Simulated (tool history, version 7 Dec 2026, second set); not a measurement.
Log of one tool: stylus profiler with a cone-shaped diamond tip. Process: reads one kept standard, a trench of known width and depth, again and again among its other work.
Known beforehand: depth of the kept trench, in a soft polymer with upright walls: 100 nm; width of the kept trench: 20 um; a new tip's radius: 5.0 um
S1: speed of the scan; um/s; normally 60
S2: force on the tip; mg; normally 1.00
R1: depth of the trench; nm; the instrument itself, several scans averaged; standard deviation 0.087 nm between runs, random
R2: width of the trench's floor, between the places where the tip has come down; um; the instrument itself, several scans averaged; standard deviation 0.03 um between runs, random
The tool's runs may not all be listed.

run 1 day=0.000 | S1=60 S2=1.00 | R1=100.50 R2=17.40
run 2 day=1.558 | S1=60 S2=1.00 | R1=100.35 R2=17.42
run 3 day=4.646 | S1=60 S2=1.00 | R1=100.38 R2=17.46
run 4 day=7.838 | S1=185 S2=1.00 | R1=100.30 R2=16.27
run 5 day=9.738 | S1=185 S2=1.00 | R1=100.33 R2=16.26
run 6 day=12.742 | S1=185 S2=1.00 | R1=100.33 R2=16.23
run 7 day=15.233 | S1=185 S2=1.00 | R1=100.08 R2=16.26
run 8 day=17.529 | S1=185 S2=1.00 | R1=100.22 R2=16.26
run 9 day=19.504 | S1=57 S2=1.00 | R1=100.24 R2=17.39
run 10 day=22.946 | S1=57 S2=1.00 | R1=100.38 R2=17.47
run 11 day=24.658 | S1=57 S2=1.00 | R1=100.30 R2=17.44
run 12 day=26.333 | S1=57 S2=1.00 | R1=100.21 R2=17.37
run 13 day=28.371 | S1=29 S2=0.40 | R1=99.91 R2=17.48
run 14 day=31.858 | S1=29 S2=0.40 | R1=100.03 R2=17.48
run 15 day=35.688 | S1=108 S2=1.00 | R1=100.13 R2=16.93
-- day=36.046 height scale calibrated on a step standard
run 16 day=39.354 | S1=25 S2=0.76 | R1=99.99 R2=17.67
run 17 day=43.017 | S1=37 S2=1.00 | R1=99.98 R2=17.58
run 18 day=44.729 | S1=16 S2=1.00 | R1=99.88 R2=17.73
run 19 day=46.512 | S1=47 S2=0.71 | R1=99.92 R2=17.43
-- day=47.417 height scale calibrated on a step standard, once more
run 20 day=49.004 | S1=222 S2=1.37 | R1=100.64 R2=16.18
run 21 day=52.733 | S1=184 S2=1.31 | R1=100.63 R2=16.36
run 22 day=54.400 | S1=184 S2=1.31 | R1=100.51 R2=16.40
run 23 day=57.762 | S1=186 S2=0.75 | R1=100.43 R2=15.82
run 24 day=60.721 | S1=186 S2=0.75 | R1=100.20 R2=15.82

What if the next run were any one of these 4? Each begins from the tool's condition after run 24:
run A day=64.538 | S1=83 S2=1.33 | R1=? R2=?
run B day=64.538 | S1=163 S2=0.50 | R1=? R2=?
run C day=64.538 | S1=169 S2=0.49 | R1=? R2=?
run D day=64.538 | S1=16 S2=2.66 | R1=? R2=?

run=A R1=100.49 R2=17.18
run=B R1=100.32 R2=15.70
run=C R1=100.30 R2=15.69
run=D R1=100.86 R2=17.69
Stripped of hidden state, with their random variation kept, the same runs would have yielded:
run=A R1=100.63 R2=17.36
run=B R1=100.46 R2=15.87
run=C R1=100.45 R2=15.87
run=D R1=101.01 R2=17.86
